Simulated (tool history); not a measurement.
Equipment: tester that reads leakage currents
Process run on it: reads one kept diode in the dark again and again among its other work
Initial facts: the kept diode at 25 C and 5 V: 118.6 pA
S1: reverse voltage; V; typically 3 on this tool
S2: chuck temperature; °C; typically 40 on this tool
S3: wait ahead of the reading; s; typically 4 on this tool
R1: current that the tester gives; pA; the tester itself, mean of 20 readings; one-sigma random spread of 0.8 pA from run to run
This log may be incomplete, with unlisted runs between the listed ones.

run     day     S1  S2    S3      R1
  1       0      3  40     4  266.46
      2.267  -- chuck's temperature calibrated
  2   3.096      3  40     4  264.05
  3   6.004      3  40     4  264.38
  4   7.717      3  40     4   265.4
  5  11.629      3  40     4  265.72
  6    15.7      3  40   3.1  266.42
  7  19.721      3  40     4  266.79
  8  22.783      3  40     4  265.91
  9  25.396      3  40     4  265.39
 10  28.867      3  40     4  265.75
 11  32.512      3  40     4  264.77
 12  35.438      3  40     4  264.13
 13  37.467      3  40     4  265.47
 14  41.325      3  40     4  265.97
 15  44.304      3  40     4  266.29
 16  47.562  10.11  21  6.57  124.04
 17  50.729  11.65  45  3.13  709.96
 18  53.896      3  57     4  783.24
 19  57.404   5.98  33     4  230.19
 20  60.667   3.04  45  8.08  369.56
 21  62.512   3.04  45  8.08  369.69
 22  65.867   3.04  45  8.08  368.18
 23    68.4   1.35  37  3.04  147.36
 24  70.442   1.95  23  1.68   64.86
 25  72.242   8.95  40  1.68  452.33
 26  75.754   1.48  31  8.11  101.62
 27  79.758   1.01  53  0.99  361.67
 28  83.508   1.01  34   2.5  104.47

The next listed run, before its measurement:
 29  85.662   3  40  0.58   ?

R1: 265.46 pA
If the tool had no hidden condition, the same run with the same run-to-run variation would have returned R1 265.76 pA.

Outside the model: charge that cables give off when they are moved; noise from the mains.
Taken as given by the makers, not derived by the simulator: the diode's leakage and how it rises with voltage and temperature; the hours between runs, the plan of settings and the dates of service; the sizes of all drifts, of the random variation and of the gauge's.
